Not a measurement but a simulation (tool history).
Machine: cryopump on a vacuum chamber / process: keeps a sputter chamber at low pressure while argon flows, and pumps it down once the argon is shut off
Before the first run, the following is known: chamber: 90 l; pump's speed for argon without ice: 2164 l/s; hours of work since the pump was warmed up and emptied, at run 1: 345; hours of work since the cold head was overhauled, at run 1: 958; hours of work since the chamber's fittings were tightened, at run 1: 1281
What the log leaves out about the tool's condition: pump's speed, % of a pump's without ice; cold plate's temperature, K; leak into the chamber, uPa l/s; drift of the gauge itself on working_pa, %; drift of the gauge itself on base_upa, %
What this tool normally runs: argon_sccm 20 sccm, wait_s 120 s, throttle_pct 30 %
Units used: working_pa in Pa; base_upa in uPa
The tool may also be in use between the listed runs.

| run | day | argon_sccm | wait_s | throttle_pct | hours of work since the pump was warmed up and emptied | hours of work since the cold head was overhauled | hours of work since the chamber's fittings were tightened | working_pa | base_upa |
|---|---|---|---|---|---|---|---|---|---|
| 1 | 0.000 | 20 | 120 | 30 | 345 | 958 | 1281 | 0.0577 | 1.15 |
| 2 | 2.800 | 20 | 120 | 30 | 399 | 1012 | 1336 | 0.0577 | 1.24 |
| 3 | 5.054 | 20 | 120 | 30 | 443 | 1056 | 1380 | 0.0580 | 1.31 |
| 4 | 8.912 | 38 | 120 | 30 | 518 | 1131 | 1455 | 0.1126 | 1.33 |
|  | 9.608 | pump warmed up, emptied and cooled again |
| 5 | 11.196 | 38 | 120 | 30 | 31 | 1172 | 1495 | 0.0997 | 1.05 |
| 6 | 13.617 | 20 | 120 | 30 | 78 | 1219 | 1542 | 0.0527 | 1.16 |
| 7 | 16.892 | 20 | 120 | 30 | 142 | 1283 | 1606 | 0.0543 | 1.22 |
| 8 | 18.975 | 20 | 120 | 30 | 182 | 1323 | 1646 | 0.0539 | 1.19 |
| 9 | 22.238 | 20 | 120 | 30 | 246 | 1387 | 1710 | 0.0551 | 1.27 |
| 10 | 25.767 | 12 | 120 | 30 | 315 | 1455 | 1779 | 0.0337 | 1.42 |
| 11 | 29.371 | 12 | 120 | 30 | 385 | 1526 | 1849 | 0.0341 | 1.50 |
| 12 | 32.433 | 20 | 120 | 30 | 444 | 1585 | 1909 | 0.0565 | 1.57 |
| 13 | 34.212 | 20 | 43 | 30 | 479 | 1620 | 1943 | 0.0572 | 1.94 |
|  | 37.283 | pump warmed up, emptied and cooled again |
| 14 | 38.354 | 20 | 43 | 18 | 21 | 1697 | 2020 | 0.0866 | 1.57 |
|  | 40.175 | leaking fittings of the chamber tightened, without venting |
| 15 | 41.983 | 11 | 43 | 18 | 90 | 1766 | 35 | 0.0481 | 0.57 |
| 16 | 43.658 | 20 | 120 | 56 | 123 | 1798 | 68 | 0.0296 | 0.33 |
| 17 | 46.717 | 20 | 63 | 30 | 182 | 1858 | 127 | 0.0538 | 0.50 |
| 18 | 50.121 | 20 | 63 | 30 | 248 | 1924 | 194 | 0.0547 | 0.55 |
| 19 | 51.833 | 14 | 120 | 18 | 282 | 1957 | 227 | 0.0637 | 0.48 |
| 20 | 55.246 | 14 | 120 | 48 | 348 | 2024 | 293 | 0.0256 | 0.52 |
| 21 | 58.512 | 21 | 52 | 51 | 412 | 2087 | 357 | 0.0371 | 0.74 |
| 22 | 60.271 | 20 | 186 | 30 | 446 | 2122 | 391 | 0.0567 | 0.57 |
| 23 | 62.238 | 25 | 145 | 47 | 484 | 2160 | 430 | 0.0494 | 0.61 |
| 24 | 64.179 | 20 | 250 | 33 | 522 | 2198 | 467 | 0.0535 | 0.59 |
|  | 64.812 | pump warmed up, emptied and cooled again |
| 25 | 68.162 | 20 | 250 | 33 | 65 | 2271 | 541 | 0.0488 | 0.53 |
| 26 | 69.925 | 8 | 71 | 25 | 100 | 2305 | 575 | 0.0260 | 0.73 |
| 27 | 71.846 | 8 | 71 | 25 | 137 | 2343 | 613 | 0.0250 | 0.74 |
| 28 | 75.350 | 8 | 71 | 25 | 205 | 2411 | 681 | 0.0256 | 0.78 |
| 29 | 77.896 | 28 | 186 | 25 | 255 | 2461 | 730 | 0.0918 | 0.67 |
| 30 | 81.729 | 28 | 186 | 25 | 329 | 2535 | 805 | 0.0915 | 0.75 |
| 31 | 84.517 | 19 | 195 | 23 | 384 | 2590 | 859 | 0.0686 | 0.81 |
| 32 | 87.729 | 12 | 71 | 30 | 446 | 2652 | 922 | 0.0342 | 1.03 |
| 33 | 91.733 | 20 | 216 | 30 | 524 | 2730 | 1000 | 0.0591 | 0.99 |
|  | 92.258 | pump warmed up, emptied and cooled again |
| 34 | 96.008 | 14 | 185 | 32 | 73 | 2809 | 1079 | 0.0352 | 0.79 |

Measured minus without-hidden-state, run by run (identical run-to-run variation in each term; gauge scatter may differ):
| run | working_pa | base_upa |
|---|---|---|
| 1 | +0.0043 | +0.87 |
| 2 | +0.0051 | +0.97 |
| 3 | +0.0058 | +1.01 |
| 4 | +0.0131 | +1.08 |
| 5 | +0.0009 | +0.78 |
| 6 | +0.0009 | +0.84 |
| 7 | +0.0016 | +0.92 |
| 8 | +0.0020 | +0.95 |
| 9 | +0.0026 | +1.01 |
| 10 | +0.0020 | +1.12 |
| 11 | +0.0025 | +1.20 |
| 12 | +0.0052 | +1.32 |
| 13 | +0.0058 | +1.38 |
| 14 | +0.0004 | +1.06 |
| 15 | +0.0006 | +0.04 |
| 16 | +0.0015 | +0.06 |
| 17 | +0.0020 | +0.10 |
| 18 | +0.0028 | +0.15 |
| 19 | +0.0023 | +0.17 |
| 20 | +0.0028 | +0.22 |
| 21 | +0.0049 | +0.27 |
| 22 | +0.0052 | +0.31 |
| 23 | +0.0073 | +0.34 |
| 24 | +0.0066 | +0.39 |
| 25 | +0.0010 | +0.29 |
| 26 | +0.0005 | +0.32 |
| 27 | +0.0007 | +0.34 |
| 28 | +0.0010 | +0.40 |
| 29 | +0.0042 | +0.44 |
| 30 | +0.0055 | +0.52 |
| 31 | +0.0043 | +0.57 |
| 32 | +0.0033 | +0.66 |
| 33 | +0.0067 | +0.74 |
| 34 | +0.0008 | +0.57 |
